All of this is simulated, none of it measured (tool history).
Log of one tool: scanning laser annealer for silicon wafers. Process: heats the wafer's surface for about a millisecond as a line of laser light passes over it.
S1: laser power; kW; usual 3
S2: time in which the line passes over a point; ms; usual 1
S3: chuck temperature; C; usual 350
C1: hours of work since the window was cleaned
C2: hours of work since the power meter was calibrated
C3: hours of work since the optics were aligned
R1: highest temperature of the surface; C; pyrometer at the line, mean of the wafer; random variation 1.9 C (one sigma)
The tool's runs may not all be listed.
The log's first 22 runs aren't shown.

run,day,S1,S2,S3,C1,C2,C3,R1
# day 10.567: laser's power meter calibrated
23,10.8,2.72,1,350,727,2,111,994
24,11.154,2.72,1,350,731,6,115,994
25,11.692,3,1,380,736,12,120,1113
26,12.158,3,1.01,380,741,17,125,1111
27,12.729,3,1,382,747,23,131,1115
28,13.242,3.057,1.21,331,753,28,137,1153
29,13.762,2.674,0.87,382,758,33,142,969
# day 13.921: laser's power meter calibrated, once more
30,14.512,2.674,0.87,382,765,6,149,975
31,14.908,3.039,0.96,350,769,10,153,1088
32,15.212,3.039,0.96,350,772,13,156,1086
33,15.512,2.819,0.96,347,775,17,159,1011
34,15.917,2.971,0.96,318,779,21,163,1033
35,16.308,2.971,0.96,318,783,25,167,1032
36,16.65,3.026,0.92,325,787,28,171,1040
37,17.004,3.223,0.92,325,791,32,175,1104
38,17.412,3.223,0.92,325,795,36,179,1105
39,17.867,3.223,0.92,325,800,41,184,1104
40,18.183,3.223,0.92,325,803,44,187,1106
41,18.667,3.223,0.92,325,808,49,192,1104
42,19.088,2.64,0.92,368,812,54,196,965

Forecast each of these 3 alternatives for the next run:
A,19.6,3.178,0.95,343,818,59,202,?
B,19.6,2.65,0.77,350,818,59,202,?
C,19.6,3.14,1,350,818,59,202,?

run,R1
A,1116
B,902
C,1131
Without the tool's hidden state the same runs would have given:
run,R1
A,1147
B,924
C,1162
